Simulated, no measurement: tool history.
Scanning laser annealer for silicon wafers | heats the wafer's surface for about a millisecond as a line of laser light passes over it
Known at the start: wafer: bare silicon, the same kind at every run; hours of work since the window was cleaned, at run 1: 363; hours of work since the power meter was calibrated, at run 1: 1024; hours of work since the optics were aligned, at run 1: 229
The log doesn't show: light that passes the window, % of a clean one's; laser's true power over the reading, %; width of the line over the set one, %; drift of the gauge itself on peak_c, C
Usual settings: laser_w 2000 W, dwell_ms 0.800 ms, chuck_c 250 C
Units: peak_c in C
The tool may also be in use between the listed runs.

run,day,laser_w,dwell_ms,chuck_c,hours of work since the window was cleaned,hours of work since the power meter was calibrated,hours of work since the optics were aligned,peak_c
1,0.000,2000,0.800,250,363,1024,229,980
2,2.021,2000,0.800,250,383,1044,249,973
3,3.696,2000,0.970,250,399,1061,265,1059
4,6.204,2000,0.800,245,424,1085,290,968
5,9.267,2000,0.583,245,454,1115,320,854
6,10.908,2000,0.583,245,470,1131,336,853
7,12.425,2000,0.583,245,485,1146,351,849
8,14.600,2000,0.924,245,506,1168,372,1025
# day 15.450: window over the wafer cleaned
9,16.283,2000,0.924,245,8,1183,388,1066
10,18.004,2000,0.924,245,25,1200,405,1066
11,20.392,2000,0.800,250,49,1224,428,1006
12,23.371,2000,0.800,250,78,1253,458,1005
13,25.462,2000,0.800,250,98,1273,478,1004
# day 25.796: laser's power meter calibrated
14,28.262,1934,0.800,250,125,24,504,977
15,30.129,1934,0.800,250,143,43,523,977
16,31.658,1934,0.800,250,158,58,538,974
17,34.533,1934,0.800,283,186,86,566,1001
18,36.962,1934,0.800,283,210,110,590,1002
19,39.392,1934,0.800,283,234,133,614,1001
20,42.167,1934,0.800,283,261,161,641,998
# day 43.496: laser's power meter calibrated, once more
21,45.050,1934,0.800,283,288,15,668,997
22,46.662,1934,0.800,283,304,31,684,995
23,48.154,2141,0.733,280,319,46,699,1024
24,49.700,2000,0.706,250,334,61,714,933
25,51.983,1864,0.606,228,356,83,736,816
26,54.708,1864,0.606,228,383,110,763,814
27,57.025,1864,0.606,228,406,133,786,815
28,59.812,1864,0.606,228,433,160,813,813
29,62.083,1864,0.606,228,455,183,835,810
30,63.838,2054,0.800,250,473,200,853,988
31,66.725,2054,0.800,250,501,228,881,986
# day 68.196: window over the wafer cleaned
32,69.292,2054,0.800,250,11,252,905,1023
33,71.779,2000,0.800,238,35,277,930,992
34,74.000,2000,0.800,238,57,299,951,993
35,75.483,1851,0.950,240,72,313,966,1009

Run 36 comes next. What will it give?
36,78.050,2008,0.800,250,97,338,991,?

peak_c: 1000 C
Without the tool's hidden state the same run would have given peak_c 1017 C.

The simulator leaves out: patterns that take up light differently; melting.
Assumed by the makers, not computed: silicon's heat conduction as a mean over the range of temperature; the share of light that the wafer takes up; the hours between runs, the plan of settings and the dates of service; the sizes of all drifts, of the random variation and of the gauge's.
